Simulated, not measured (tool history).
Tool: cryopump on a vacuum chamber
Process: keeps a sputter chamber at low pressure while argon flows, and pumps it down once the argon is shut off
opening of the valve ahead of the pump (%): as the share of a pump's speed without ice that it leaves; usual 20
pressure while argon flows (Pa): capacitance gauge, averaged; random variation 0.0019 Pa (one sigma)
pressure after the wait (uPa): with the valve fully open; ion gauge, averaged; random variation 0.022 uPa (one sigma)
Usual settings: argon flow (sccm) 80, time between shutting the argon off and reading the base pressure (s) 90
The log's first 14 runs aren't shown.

run,hour,argon flow (sccm),time between shutting the argon off and reading the base pressure (s),opening of the valve ahead of the pump (%),pressure while argon flows (Pa),pressure after the wait (uPa)
15,545.9,80,90,20,0.4665,2.18
16,594.2,80,90,20,0.4702,2.22
17,621.7,80,90,20,0.4680,2.27
18,660.7,80,90,20,0.4702,2.22
19,699.4,80,31,39,0.2485,2.93
20,739.6,99,128,20,0.5853,2.21
21,791.5,102,257,44,0.2836,2.14
22,814.0,42,183,44,0.1160,2.29
23,856.3,42,183,44,0.1173,2.33

The next listed run, before its measurement:
24,894.1,42,93,44,?,?

Run 24 gave pressure while argon flows (Pa) 0.1179, pressure after the wait (uPa) 2.48.
Without the tool's hidden state the same run would have given pressure while argon flows (Pa) 0.1109, pressure after the wait (uPa) 0.53.
